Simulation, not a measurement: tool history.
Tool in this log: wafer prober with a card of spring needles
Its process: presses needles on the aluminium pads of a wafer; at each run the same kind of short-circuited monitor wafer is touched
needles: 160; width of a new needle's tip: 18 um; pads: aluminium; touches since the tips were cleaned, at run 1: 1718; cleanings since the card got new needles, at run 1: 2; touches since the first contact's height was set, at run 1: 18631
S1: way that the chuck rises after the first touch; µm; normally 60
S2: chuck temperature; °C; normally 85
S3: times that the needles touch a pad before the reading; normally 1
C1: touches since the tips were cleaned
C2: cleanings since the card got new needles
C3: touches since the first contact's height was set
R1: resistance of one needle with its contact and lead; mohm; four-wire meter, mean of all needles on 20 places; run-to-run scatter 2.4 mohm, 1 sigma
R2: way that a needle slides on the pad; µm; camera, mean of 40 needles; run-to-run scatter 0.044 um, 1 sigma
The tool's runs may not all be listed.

run 1 hour=0 | S1=60 S2=85 S3=1 | C1=1718 C2=2 C3=18631 | R1=351 R2=14.51
-- hour=16.6 tips cleaned on abrasive film
run 2 hour=26.1 | S1=60 S2=85 S3=1 | C1=4545 C2=3 C3=31084 | R1=392 R2=14.56
-- hour=36.4 tips cleaned on abrasive film
-- hour=57.4 tips cleaned on abrasive film
-- hour=76.6 tips cleaned on abrasive film
run 3 hour=80.1 | S1=60 S2=85 S3=1 | C1=1663 C2=6 C3=56824 | R1=336 R2=14.42
-- hour=94.2 tips cleaned on abrasive film
-- hour=113.4 tips cleaned on abrasive film
-- hour=132 tips cleaned on abrasive film
run 4 hour=135.1 | S1=60 S2=64 S3=1 | C1=1496 C2=9 C3=83034 | R1=335 R2=14.35
-- hour=151.3 tips cleaned on abrasive film
run 5 hour=161.2 | S1=72 S2=64 S3=1 | C1=4743 C2=10 C3=95513 | R1=364 R2=17.26
-- hour=169.7 tips cleaned on abrasive film
-- hour=188.4 tips cleaned on abrasive film
-- hour=207.3 tips cleaned on abrasive film
run 6 hour=210.7 | S1=60 S2=95 S3=1 | C1=1638 C2=13 C3=119103 | R1=351 R2=14.28
-- hour=225.7 tips cleaned on abrasive film
-- hour=243.4 tips cleaned on abrasive film
run 7 hour=243.4 | S1=60 S2=95 S3=1 | C1=0 C2=15 C3=134646 | R1=299 R2=14.22
-- hour=261 tips cleaned on abrasive film
-- hour=278.7 tips cleaned on abrasive film
run 8 hour=289.9 | S1=60 S2=95 S3=1 | C1=5362 C2=17 C3=156860 | R1=407 R2=14.13
-- hour=296.1 tips cleaned on abrasive film
-- hour=313.1 tips cleaned on abrasive film
-- hour=333.5 tips cleaned on abrasive film
run 9 hour=340.3 | S1=60 S2=101 S3=1 | C1=3266 C2=20 C3=180839 | R1=396 R2=14.02
-- hour=351.7 tips cleaned on abrasive film
-- hour=371.3 tips cleaned on abrasive film
-- hour=388.9 tips cleaned on abrasive film
run 10 hour=394.3 | S1=60 S2=101 S3=1 | C1=2598 C2=23 C3=206606 | R1=382 R2=14.01
-- hour=408 tips cleaned on abrasive film
run 11 hour=418.4 | S1=60 S2=101 S3=1 | C1=4998 C2=24 C3=218089 | R1=425 R2=13.97
-- hour=428.8 tips cleaned on abrasive film
run 12 hour=440.6 | S1=60 S2=79 S3=1 | C1=5656 C2=25 C3=228699 | R1=425 R2=13.83
-- hour=447.5 tips cleaned on abrasive film
-- hour=447.8 height of the first contact set anew
-- hour=468.4 tips cleaned on abrasive film
-- hour=485.9 tips cleaned on abrasive film
run 13 hour=495.7 | S1=60 S2=85 S3=3 | C1=4699 C2=28 C3=22856 | R1=324 R2=14.54
-- hour=504.2 tips cleaned on abrasive film
-- hour=523.1 tips cleaned on abrasive film
run 14 hour=524.4 | S1=60 S2=85 S3=1 | C1=645 C2=30 C3=36500 | R1=320 R2=14.49
-- hour=540.6 tips cleaned on abrasive film
run 15 hour=546.5 | S1=60 S2=85 S3=1 | C1=2833 C2=31 C3=47037 | R1=375 R2=14.47
-- hour=560.4 tips cleaned on abrasive film
-- hour=580.9 tips cleaned on abrasive film
run 16 hour=592.6 | S1=60 S2=85 S3=1 | C1=5593 C2=33 C3=69022 | R1=418 R2=14.42
-- hour=599.1 tips cleaned on abrasive film
-- hour=617.8 tips cleaned on abrasive film
run 17 hour=617.8 | S1=58 S2=28 S3=2 | C1=0 C2=35 C3=81030 | R1=270 R2=13.83
-- hour=636.6 tips cleaned on abrasive film
run 18 hour=640.7 | S1=58 S2=28 S3=2 | C1=1964 C2=36 C3=91923 | R1=322 R2=13.86
-- hour=654.4 tips cleaned on abrasive film
-- hour=673 tips cleaned on abrasive film
run 19 hour=674.6 | S1=58 S2=105 S3=2 | C1=768 C2=38 C3=108092 | R1=316 R2=13.79
-- hour=690 tips cleaned on abrasive film
-- hour=708.1 tips cleaned on abrasive film
run 20 hour=708.6 | S1=60 S2=54 S3=3 | C1=250 C2=40 C3=124313 | R1=277 R2=14.26
-- hour=725 tips cleaned on abrasive film
run 21 hour=733 | S1=60 S2=54 S3=3 | C1=3858 C2=41 C3=135954 | R1=317 R2=14.22

Predict the results of run 22:
-- hour=743.6 tips cleaned on abrasive film
-- hour=761.8 tips cleaned on abrasive film
run 22 hour=761.8 | S1=52 S2=107 S3=2 | C1=0 C2=43 C3=149661 | R1=? R2=?

R1: 296 mohm
R2: 12.26 µm
The same run, on a tool lacking any hidden state, would have yielded R1 288 mohm, R2 12.69 µm.
